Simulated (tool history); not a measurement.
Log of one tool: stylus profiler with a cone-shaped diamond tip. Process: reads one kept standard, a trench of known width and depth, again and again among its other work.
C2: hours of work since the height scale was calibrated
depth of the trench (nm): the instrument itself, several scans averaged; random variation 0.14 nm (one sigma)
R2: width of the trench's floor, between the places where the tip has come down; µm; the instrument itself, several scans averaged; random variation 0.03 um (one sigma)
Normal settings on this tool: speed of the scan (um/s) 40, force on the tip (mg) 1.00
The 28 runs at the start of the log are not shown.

run 29 hour=963.4 | speed_of_the_scan_(um/s)=152 force_on_the_tip_(mg)=0.83 | scans_with_this_tip=13464 C2=1218 | depth_of_the_trench_(nm)=504.36 R2=14.52
run 30 hour=993.6 | speed_of_the_scan_(um/s)=152 force_on_the_tip_(mg)=0.83 | scans_with_this_tip=13719 C2=1241 | depth_of_the_trench_(nm)=504.72 R2=14.53
run 31 hour=1018.4 | speed_of_the_scan_(um/s)=152 force_on_the_tip_(mg)=0.83 | scans_with_this_tip=13930 C2=1260 | depth_of_the_trench_(nm)=504.64 R2=14.51
run 32 hour=1051.9 | speed_of_the_scan_(um/s)=149 force_on_the_tip_(mg)=0.97 | scans_with_this_tip=14214 C2=1286 | depth_of_the_trench_(nm)=504.53 R2=14.57
run 33 hour=1101.3 | speed_of_the_scan_(um/s)=137 force_on_the_tip_(mg)=0.97 | scans_with_this_tip=14632 C2=1324 | depth_of_the_trench_(nm)=504.87 R2=14.75
run 34 hour=1135.4 | speed_of_the_scan_(um/s)=14 force_on_the_tip_(mg)=2.12 | scans_with_this_tip=14921 C2=1350 | depth_of_the_trench_(nm)=506.62 R2=15.79
run 35 hour=1170.6 | speed_of_the_scan_(um/s)=90 force_on_the_tip_(mg)=1.17 | scans_with_this_tip=15219 C2=1377 | depth_of_the_trench_(nm)=505.36 R2=15.07
run 36 hour=1198.2 | speed_of_the_scan_(um/s)=136 force_on_the_tip_(mg)=1.17 | scans_with_this_tip=15453 C2=1398 | depth_of_the_trench_(nm)=505.41 R2=14.70
-- hour=1226.1 height scale calibrated on a step standard
run 37 hour=1246.3 | speed_of_the_scan_(um/s)=155 force_on_the_tip_(mg)=1.40 | scans_with_this_tip=15857 C2=15 | depth_of_the_trench_(nm)=502.75 R2=14.63
run 38 hour=1277.0 | speed_of_the_scan_(um/s)=21 force_on_the_tip_(mg)=2.04 | scans_with_this_tip=16117 C2=39 | depth_of_the_trench_(nm)=503.65 R2=15.64
run 39 hour=1304.3 | speed_of_the_scan_(um/s)=21 force_on_the_tip_(mg)=2.04 | scans_with_this_tip=16349 C2=60 | depth_of_the_trench_(nm)=503.55 R2=15.65
run 40 hour=1327.0 | speed_of_the_scan_(um/s)=32 force_on_the_tip_(mg)=0.64 | scans_with_this_tip=16541 C2=77 | depth_of_the_trench_(nm)=501.68 R2=15.43
run 41 hour=1376.6 | speed_of_the_scan_(um/s)=22 force_on_the_tip_(mg)=1.54 | scans_with_this_tip=16962 C2=115 | depth_of_the_trench_(nm)=503.10 R2=15.59
run 42 hour=1426.0 | speed_of_the_scan_(um/s)=22 force_on_the_tip_(mg)=1.54 | scans_with_this_tip=17380 C2=153 | depth_of_the_trench_(nm)=503.23 R2=15.53
run 43 hour=1471.0 | speed_of_the_scan_(um/s)=22 force_on_the_tip_(mg)=1.54 | scans_with_this_tip=17761 C2=188 | depth_of_the_trench_(nm)=503.12 R2=15.52
run 44 hour=1512.1 | speed_of_the_scan_(um/s)=144 force_on_the_tip_(mg)=0.44 | scans_with_this_tip=18110 C2=219 | depth_of_the_trench_(nm)=501.57 R2=13.67
run 45 hour=1549.3 | speed_of_the_scan_(um/s)=144 force_on_the_tip_(mg)=0.44 | scans_with_this_tip=18425 C2=248 | depth_of_the_trench_(nm)=501.51 R2=13.66
run 46 hour=1579.8 | speed_of_the_scan_(um/s)=23 force_on_the_tip_(mg)=1.51 | scans_with_this_tip=18683 C2=271 | depth_of_the_trench_(nm)=503.35 R2=15.41

Alternative continuations, all from the tool just after run 46; predict every row:
run A hour=1624.5 | speed_of_the_scan_(um/s)=33 force_on_the_tip_(mg)=1.51 | scans_with_this_tip=19063 C2=305 | depth_of_the_trench_(nm)=? R2=?
run B hour=1624.5 | speed_of_the_scan_(um/s)=56 force_on_the_tip_(mg)=0.57 | scans_with_this_tip=19063 C2=305 | depth_of_the_trench_(nm)=? R2=?
run C hour=1624.5 | speed_of_the_scan_(um/s)=89 force_on_the_tip_(mg)=1.00 | scans_with_this_tip=19063 C2=305 | depth_of_the_trench_(nm)=? R2=?
run D hour=1624.5 | speed_of_the_scan_(um/s)=35 force_on_the_tip_(mg)=2.03 | scans_with_this_tip=19063 C2=305 | depth_of_the_trench_(nm)=? R2=?

run=A depth_of_the_trench_(nm)=503.39 R2=15.37
run=B depth_of_the_trench_(nm)=501.78 R2=14.88
run=C depth_of_the_trench_(nm)=502.66 R2=14.82
run=D depth_of_the_trench_(nm)=504.25 R2=15.40
With the hidden condition removed and each run's random variation left untouched, the same runs would have given:
run=A depth_of_the_trench_(nm)=503.00 R2=17.15
run=B depth_of_the_trench_(nm)=501.39 R2=16.66
run=C depth_of_the_trench_(nm)=502.27 R2=16.59
run=D depth_of_the_trench_(nm)=503.86 R2=17.17

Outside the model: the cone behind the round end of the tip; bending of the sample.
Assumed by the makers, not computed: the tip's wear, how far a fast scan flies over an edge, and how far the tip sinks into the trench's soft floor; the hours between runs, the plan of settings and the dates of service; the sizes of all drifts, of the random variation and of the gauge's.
